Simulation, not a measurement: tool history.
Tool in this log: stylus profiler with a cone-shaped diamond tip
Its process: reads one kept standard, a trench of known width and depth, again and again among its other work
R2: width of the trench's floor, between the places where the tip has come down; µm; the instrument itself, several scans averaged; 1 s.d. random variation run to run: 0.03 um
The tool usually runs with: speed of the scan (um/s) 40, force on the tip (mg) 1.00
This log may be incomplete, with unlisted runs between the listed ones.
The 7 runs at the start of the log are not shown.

Run 8, hour 119.0: usual settings but speed of the scan (um/s) 62, force on the tip (mg) 0.53. Result: depth of the trench (nm) 201.17, R2 97.32 µm.
Run 9, hour 131.2: usual settings. Result: depth of the trench (nm) 201.68, R2 97.75 µm.
Run 10, hour 152.1: usual settings. Result: depth of the trench (nm) 201.67, R2 97.76 µm.
Run 11, hour 163.5: usual settings. Result: depth of the trench (nm) 201.87, R2 97.72 µm.
Run 12, hour 179.2: usual settings. Result: depth of the trench (nm) 201.92, R2 97.75 µm.
Run 13, hour 191.8: usual settings but force on the tip (mg) 1.31. Result: depth of the trench (nm) 202.05, R2 97.77 µm.
Run 14, hour 204.7: usual settings. Result: depth of the trench (nm) 201.88, R2 97.74 µm.
Run 15, hour 214.2: usual settings. Result: depth of the trench (nm) 201.94, R2 97.66 µm.
Run 16, hour 224.4: usual settings but force on the tip (mg) 1.55. Result: depth of the trench (nm) 202.49, R2 97.86 µm.
Run 17, hour 244.0: usual settings but force on the tip (mg) 1.55. Result: depth of the trench (nm) 202.28, R2 97.78 µm.
Run 18, hour 255.7: usual settings but force on the tip (mg) 1.55. Result: depth of the trench (nm) 202.47, R2 97.82 µm.
Run 19, hour 266.2: usual settings but force on the tip (mg) 0.98. Result: depth of the trench (nm) 201.84, R2 97.66 µm.
Run 20, hour 283.7: usual settings but force on the tip (mg) 0.98. Result: depth of the trench (nm) 201.81, R2 97.75 µm.
Run 21, hour 295.4: usual settings but force on the tip (mg) 0.98. Result: depth of the trench (nm) 201.79, R2 97.69 µm.
Run 22, hour 314.9: usual settings but force on the tip (mg) 0.98. Result: depth of the trench (nm) 201.87, R2 97.65 µm.
Run 23, hour 329.8: usual settings but force on the tip (mg) 0.98. Result: depth of the trench (nm) 201.91, R2 97.69 µm.
Run 24, hour 351.1: usual settings but force on the tip (mg) 0.98. Result: depth of the trench (nm) 201.82, R2 97.65 µm.
Run 25, hour 365.2: usual settings but speed of the scan (um/s) 45, force on the tip (mg) 2.69. Result: depth of the trench (nm) 203.27, R2 97.83 µm.
Run 26, hour 386.8: usual settings but speed of the scan (um/s) 20, force on the tip (mg) 1.19. Result: depth of the trench (nm) 202.12, R2 97.91 µm.
Run 27, hour 404.2: usual settings but force on the tip (mg) 2.70. Result: depth of the trench (nm) 203.29, R2 97.84 µm.
Run 28, hour 421.9: usual settings but force on the tip (mg) 2.70. Result: depth of the trench (nm) 203.17, R2 97.80 µm.
Run 29, hour 443.7: usual settings but speed of the scan (um/s) 34, force on the tip (mg) 2.70. Result: depth of the trench (nm) 203.37, R2 97.86 µm.
Run 30, hour 460.8: usual settings but speed of the scan (um/s) 34, force on the tip (mg) 2.70. Result: depth of the trench (nm) 203.19, R2 97.88 µm.
At hour 463.4: height scale calibrated on a step standard.
Run 31, hour 480.8: usual settings but speed of the scan (um/s) 10, force on the tip (mg) 1.15. Result: depth of the trench (nm) 202.43, R2 98.03 µm.
Run 32, hour 491.7: usual settings but speed of the scan (um/s) 10, force on the tip (mg) 1.15. Result: depth of the trench (nm) 202.48, R2 98.00 µm.

What does the tool deliver on the next run?
Run 33, hour 507.0: usual settings but speed of the scan (um/s) 10, force on the tip (mg) 0.58. Result: depth of the trench (nm) ?, R2 ?.

{"run 33": {"depth of the trench (nm)": 201.93, "R2": 97.94}}
Were there no unlogged condition in the tool, this run, its random variation unchanged, would have produced depth of the trench (nm) 200.90, R2 98.14 µm.
